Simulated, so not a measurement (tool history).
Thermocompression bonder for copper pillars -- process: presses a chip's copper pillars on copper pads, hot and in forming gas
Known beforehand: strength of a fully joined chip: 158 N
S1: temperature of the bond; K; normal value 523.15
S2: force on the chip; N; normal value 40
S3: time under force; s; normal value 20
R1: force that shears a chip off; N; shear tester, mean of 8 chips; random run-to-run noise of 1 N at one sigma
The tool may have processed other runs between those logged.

run     day      S1  S2  S3     R1
  1   0.000  523.15  40  20  100.5
  2   2.188  523.15  40  20   98.3
  3   4.262  533.15  40  20  109.9
  4   6.088  533.15  40  20  110.0
  5   7.175  533.15  40  20  108.5
  6   9.133  523.15  40  18   96.1
      9.529  -- forming gas filter changed
  7  11.467  523.15  40  18   99.1
     11.762  -- force cell calibrated
  8  13.496  523.15  40  18  100.7
  9  15.846  523.15  40  18   98.4
 10  18.367  523.15  40  18   97.4
     19.162  -- forming gas filter changed
 11  20.408  523.15  29  20   91.0
     22.017  -- force cell calibrated, once more
 12  22.104  523.15  40  27  110.6
 13  24.629  523.15  49  27  118.6
 14  26.758  552.15  49  27  137.8
 15  27.825  552.15  49  50  143.6
     28.758  -- forming gas filter changed
 16  29.054  552.15  49  50  150.7
 17  30.196  536.15  53  30  138.9
     32.100  -- heater calibrated with a thermocouple chip
 18  32.250  536.15  53  30  127.7
 19  33.512  536.15  32  30  101.7
 20  36.058  523.15  35  13   70.0
 21  38.204  505.15  32  20   60.8
     38.425  -- forming gas filter changed
 22  39.892  505.15  37  20   67.1

5 options for the next run, each taken on its own from the tool as it stands now. Forecast them:
  A  41.575  524.15  32  20   ?
  B  41.575  549.15  53  15   ?
  C  41.575  505.15  37  12   ?
  D  41.575  523.15  40  15   ?
  E  41.575  544.15  58  46   ?

run     R1
  A   81.7
  B  123.4
  C   56.5
  D   82.6
  E  142.3
What these runs would have given with no unlogged condition in the tool:
run     R1
  A   80.6
  B  123.4
  C   55.3
  D   81.5
  E  143.6
